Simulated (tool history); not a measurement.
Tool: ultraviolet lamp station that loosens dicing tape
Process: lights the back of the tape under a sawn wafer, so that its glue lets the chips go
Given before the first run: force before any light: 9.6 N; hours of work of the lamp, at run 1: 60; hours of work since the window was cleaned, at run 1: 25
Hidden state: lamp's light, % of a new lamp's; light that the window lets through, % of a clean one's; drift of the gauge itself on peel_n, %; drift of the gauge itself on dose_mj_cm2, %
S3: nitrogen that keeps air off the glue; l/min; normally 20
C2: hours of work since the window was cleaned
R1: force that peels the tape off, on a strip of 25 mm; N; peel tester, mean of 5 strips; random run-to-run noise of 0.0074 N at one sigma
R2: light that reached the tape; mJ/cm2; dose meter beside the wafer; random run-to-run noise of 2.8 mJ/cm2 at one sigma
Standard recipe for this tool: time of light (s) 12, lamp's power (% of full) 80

run 1 hour=0.0 | time_of_light_(s)=12 lamp's_power_(%_of_full)=80 S3=20 | hours_of_work_of_the_lamp=60 C2=25 | R1=0.289 R2=384
run 2 hour=75.0 | time_of_light_(s)=12 lamp's_power_(%_of_full)=80 S3=20 | hours_of_work_of_the_lamp=90 C2=56 | R1=0.308 R2=380
run 3 hour=115.7 | time_of_light_(s)=12 lamp's_power_(%_of_full)=80 S3=20 | hours_of_work_of_the_lamp=107 C2=72 | R1=0.298 R2=374
run 4 hour=158.2 | time_of_light_(s)=12 lamp's_power_(%_of_full)=80 S3=7 | hours_of_work_of_the_lamp=124 C2=89 | R1=0.680 R2=374
run 5 hour=209.3 | time_of_light_(s)=12 lamp's_power_(%_of_full)=80 S3=7 | hours_of_work_of_the_lamp=145 C2=110 | R1=0.728 R2=363
run 6 hour=257.9 | time_of_light_(s)=15 lamp's_power_(%_of_full)=80 S3=20 | hours_of_work_of_the_lamp=164 C2=129 | R1=0.237 R2=460
run 7 hour=321.3 | time_of_light_(s)=12 lamp's_power_(%_of_full)=80 S3=20 | hours_of_work_of_the_lamp=190 C2=155 | R1=0.342 R2=360
run 8 hour=395.8 | time_of_light_(s)=17 lamp's_power_(%_of_full)=85 S3=31 | hours_of_work_of_the_lamp=220 C2=185 | R1=0.187 R2=532
run 9 hour=432.8 | time_of_light_(s)=17 lamp's_power_(%_of_full)=69 S3=19 | hours_of_work_of_the_lamp=235 C2=200 | R1=0.257 R2=427
run 10 hour=495.0 | time_of_light_(s)=12 lamp's_power_(%_of_full)=87 S3=7 | hours_of_work_of_the_lamp=260 C2=225 | R1=0.698 R2=372
run 11 hour=570.2 | time_of_light_(s)=6 lamp's_power_(%_of_full)=74 S3=10 | hours_of_work_of_the_lamp=290 C2=255 | R1=2.654 R2=160
run 12 hour=637.1 | time_of_light_(s)=20 lamp's_power_(%_of_full)=64 S3=10 | hours_of_work_of_the_lamp=317 C2=282 | R1=0.349 R2=442
run 13 hour=678.8 | time_of_light_(s)=22 lamp's_power_(%_of_full)=80 S3=12 | hours_of_work_of_the_lamp=334 C2=299 | R1=0.205 R2=605
run 14 hour=720.1 | time_of_light_(s)=22 lamp's_power_(%_of_full)=91 S3=11 | hours_of_work_of_the_lamp=350 C2=316 | R1=0.202 R2=687

Each row is a separate what-if for the run after 14, all from the same tool condition, not one after another. Results?
run A hour=755.9 | time_of_light_(s)=21 lamp's_power_(%_of_full)=65 S3=30 | hours_of_work_of_the_lamp=365 C2=330 | R1=? R2=?
run B hour=755.9 | time_of_light_(s)=12 lamp's_power_(%_of_full)=80 S3=7 | hours_of_work_of_the_lamp=365 C2=330 | R1=? R2=?
run C hour=755.9 | time_of_light_(s)=13 lamp's_power_(%_of_full)=91 S3=11 | hours_of_work_of_the_lamp=365 C2=330 | R1=? R2=?
run D hour=755.9 | time_of_light_(s)=9 lamp's_power_(%_of_full)=91 S3=27 | hours_of_work_of_the_lamp=365 C2=330 | R1=? R2=?
run E hour=755.9 | time_of_light_(s)=10 lamp's_power_(%_of_full)=91 S3=11 | hours_of_work_of_the_lamp=365 C2=330 | R1=? R2=?

run=A R1=0.197 R2=462
run=B R1=0.941 R2=325
run=C R1=0.418 R2=400
run=D R1=0.438 R2=276
run=E R1=0.746 R2=309
With no hidden state in the tool, these same runs would have given:
run=A R1=0.181 R2=567
run=B R1=0.608 R2=398
run=C R1=0.286 R2=491
run=D R1=0.290 R2=339
run=E R1=0.482 R2=379
